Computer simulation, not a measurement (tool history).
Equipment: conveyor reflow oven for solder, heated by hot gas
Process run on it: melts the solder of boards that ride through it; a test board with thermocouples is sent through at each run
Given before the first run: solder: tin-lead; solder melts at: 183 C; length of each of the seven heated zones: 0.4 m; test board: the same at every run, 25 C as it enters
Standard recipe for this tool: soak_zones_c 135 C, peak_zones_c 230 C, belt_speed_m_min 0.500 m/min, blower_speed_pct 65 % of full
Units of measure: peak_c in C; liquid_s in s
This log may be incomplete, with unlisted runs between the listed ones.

{"run": 1, "hour": 0.0, "soak_zones_c": 135, "peak_zones_c": 230, "belt_speed_m_min": 0.5, "blower_speed_pct": 65, "peak_c": 213.8, "liquid_s": 66.5}
{"run": 2, "hour": 56.3, "soak_zones_c": 135, "peak_zones_c": 230, "belt_speed_m_min": 0.475, "blower_speed_pct": 65, "peak_c": 214.8, "liquid_s": 71.9}
{"run": 3, "hour": 111.0, "soak_zones_c": 135, "peak_zones_c": 230, "belt_speed_m_min": 0.475, "blower_speed_pct": 65, "peak_c": 214.9, "liquid_s": 72.4}
{"run": 4, "hour": 181.1, "soak_zones_c": 135, "peak_zones_c": 230, "belt_speed_m_min": 0.475, "blower_speed_pct": 65, "peak_c": 214.7, "liquid_s": 71.7}
{"run": 5, "hour": 262.4, "soak_zones_c": 135, "peak_zones_c": 230, "belt_speed_m_min": 0.5, "blower_speed_pct": 71, "peak_c": 213.2, "liquid_s": 66.5}
{"run": 6, "hour": 312.0, "soak_zones_c": 135, "peak_zones_c": 230, "belt_speed_m_min": 0.5, "blower_speed_pct": 71, "peak_c": 212.7, "liquid_s": 66.2}
{"hour": 354.7, "done": "flux residue cleaned out of gas plates and filters"}
{"run": 7, "hour": 379.7, "soak_zones_c": 135, "peak_zones_c": 230, "belt_speed_m_min": 0.549, "blower_speed_pct": 65, "peak_c": 212.6, "liquid_s": 59.9}
{"hour": 392.5, "done": "thermocouples of zones 6 and 7 changed"}
{"run": 8, "hour": 461.2, "soak_zones_c": 135, "peak_zones_c": 230, "belt_speed_m_min": 0.549, "blower_speed_pct": 75, "peak_c": 212.0, "liquid_s": 59.5}
{"run": 9, "hour": 524.2, "soak_zones_c": 135, "peak_zones_c": 230, "belt_speed_m_min": 0.5, "blower_speed_pct": 65, "peak_c": 212.7, "liquid_s": 67.0}
{"run": 10, "hour": 579.1, "soak_zones_c": 135, "peak_zones_c": 230, "belt_speed_m_min": 0.442, "blower_speed_pct": 65, "peak_c": 216.3, "liquid_s": 81.2}
{"run": 11, "hour": 668.1, "soak_zones_c": 135, "peak_zones_c": 230, "belt_speed_m_min": 0.5, "blower_speed_pct": 65, "peak_c": 212.2, "liquid_s": 66.0}
{"run": 12, "hour": 747.9, "soak_zones_c": 135, "peak_zones_c": 230, "belt_speed_m_min": 0.5, "blower_speed_pct": 65, "peak_c": 211.5, "liquid_s": 64.8}
{"run": 13, "hour": 793.9, "soak_zones_c": 135, "peak_zones_c": 230, "belt_speed_m_min": 0.5, "blower_speed_pct": 54, "peak_c": 208.7, "liquid_s": 61.5}
{"run": 14, "hour": 883.5, "soak_zones_c": 135, "peak_zones_c": 230, "belt_speed_m_min": 0.5, "blower_speed_pct": 54, "peak_c": 208.9, "liquid_s": 61.7}
{"run": 15, "hour": 947.3, "soak_zones_c": 135, "peak_zones_c": 230, "belt_speed_m_min": 0.5, "blower_speed_pct": 54, "peak_c": 208.3, "liquid_s": 60.5}
{"hour": 972.4, "done": "flux residue cleaned out of gas plates and filters"}
{"run": 16, "hour": 1049.0, "soak_zones_c": 139, "peak_zones_c": 228, "belt_speed_m_min": 0.577, "blower_speed_pct": 87, "peak_c": 212.5, "liquid_s": 59.6}
{"run": 17, "hour": 1127.0, "soak_zones_c": 139, "peak_zones_c": 228, "belt_speed_m_min": 0.577, "blower_speed_pct": 87, "peak_c": 212.2, "liquid_s": 59.4}
{"run": 18, "hour": 1188.6, "soak_zones_c": 139, "peak_zones_c": 228, "belt_speed_m_min": 0.577, "blower_speed_pct": 87, "peak_c": 211.5, "liquid_s": 59.0}
{"run": 19, "hour": 1235.4, "soak_zones_c": 139, "peak_zones_c": 228, "belt_speed_m_min": 0.464, "blower_speed_pct": 78, "peak_c": 216.8, "liquid_s": 80.6}
{"run": 20, "hour": 1315.6, "soak_zones_c": 137, "peak_zones_c": 233, "belt_speed_m_min": 0.502, "blower_speed_pct": 85, "peak_c": 219.4, "liquid_s": 76.1}
{"run": 21, "hour": 1355.9, "soak_zones_c": 129, "peak_zones_c": 220, "belt_speed_m_min": 0.432, "blower_speed_pct": 68, "peak_c": 208.2, "liquid_s": 71.5}

Run 22 is up next; what results do you expect?
{"hour": 1398.0, "done": "belt drive overhauled, speed set with a stopwatch"}
{"run": 22, "hour": 1441.7, "soak_zones_c": 123, "peak_zones_c": 241, "belt_speed_m_min": 0.477, "blower_speed_pct": 66, "peak_c": "?", "liquid_s": "?"}

{"run 22": {"peak_c": 221.1, "liquid_s": 72.9}}
Were there no unlogged condition in the tool, this run, its random variation unchanged, would have produced peak_c 223.2 C, liquid_s 75.4 s.
